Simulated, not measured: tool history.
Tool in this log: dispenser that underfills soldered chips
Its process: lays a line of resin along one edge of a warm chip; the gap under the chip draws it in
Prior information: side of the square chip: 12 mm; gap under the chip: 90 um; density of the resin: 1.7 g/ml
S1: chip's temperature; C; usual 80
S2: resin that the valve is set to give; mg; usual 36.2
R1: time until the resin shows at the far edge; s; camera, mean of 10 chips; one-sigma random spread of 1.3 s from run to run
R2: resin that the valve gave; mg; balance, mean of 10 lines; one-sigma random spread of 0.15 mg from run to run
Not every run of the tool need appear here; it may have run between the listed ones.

run   hour  S1    S2     R1     R2
  1      0  80  36.2  137.1  36.16
  2    5.7  79  36.2  172.6  35.96
       7.9  -- new syringe of resin
  3     13  75  36.2  179.8  35.97
  4   16.2  75  36.2  205.9  35.88
      18.2  -- new syringe of resin
  5   20.3  83  36.2  118.5  35.95
  6   23.8  83  36.2    137  35.67
  7   26.9  83  36.2  149.5  35.47
      28.6  -- new syringe of resin
  8   30.4  83  34.1  119.4  33.41
  9   35.1  83  34.1  142.7  33.59
      38.8  -- new syringe of resin
 10   38.9  83  34.1  113.1  33.47
 11     45  80  36.2  156.1  35.31
      49.2  -- new syringe of resin
 12   50.9  80  36.2  132.5  34.88
 13   54.6  80  40.4  149.9  39.17
 14   58.9  80  40.4  176.5   39.2
      59.6  -- new syringe of resin
 15   64.6  80  40.4  143.9  39.26
      70.1  -- new syringe of resin
 16   71.9  78  40.4  138.9  38.81
 17   77.6  90  40.4    110  38.63
      80.6  -- new syringe of resin
 18   81.7  90  40.4   87.4  38.79
 19   88.5  74  32.6    209  31.28
      90.9  -- new syringe of resin
 20   96.3  84  38.1  129.6  36.55
     101.3  -- new syringe of resin
 21  103.9  87    35  108.4  33.12
 22  107.4  87    35  119.4  33.43
     111.4  -- new syringe of resin
 23  111.9  87    35   94.3  33.14
 24  119.2  82  38.5  147.1  36.29
     122.1  -- new syringe of resin
 25    124  82  38.5  121.9  36.54
 26  129.3  72  38.5  221.8  35.95
     132.3  -- new syringe of resin
 27  134.3  72  38.5  182.3  36.55
 28  140.9  72  36.2  230.6  34.18
     142.9  -- new syringe of resin
 29  147.1  72  36.2  200.4  34.01
 30  151.5  65  38.2  308.9  35.42
     153.6  -- new syringe of resin
 31  156.7  65  38.2  256.2  35.54
 32  161.3  73  45.8    211  42.57
     163.8  -- new syringe of resin
 33  167.3  79  44.6  144.1  41.12

Forecast run 34:
     174.2  -- new syringe of resin
     175.2  -- dispensing valve cleaned and set on the balance
 34   176  92  37.7   ?   ?

R1: 81.2 s
R2: 37.57 mg
With the hidden condition absent and the run-to-run variation left alone, this run would have shown R1 80.8 s, R2 37.54 mg.
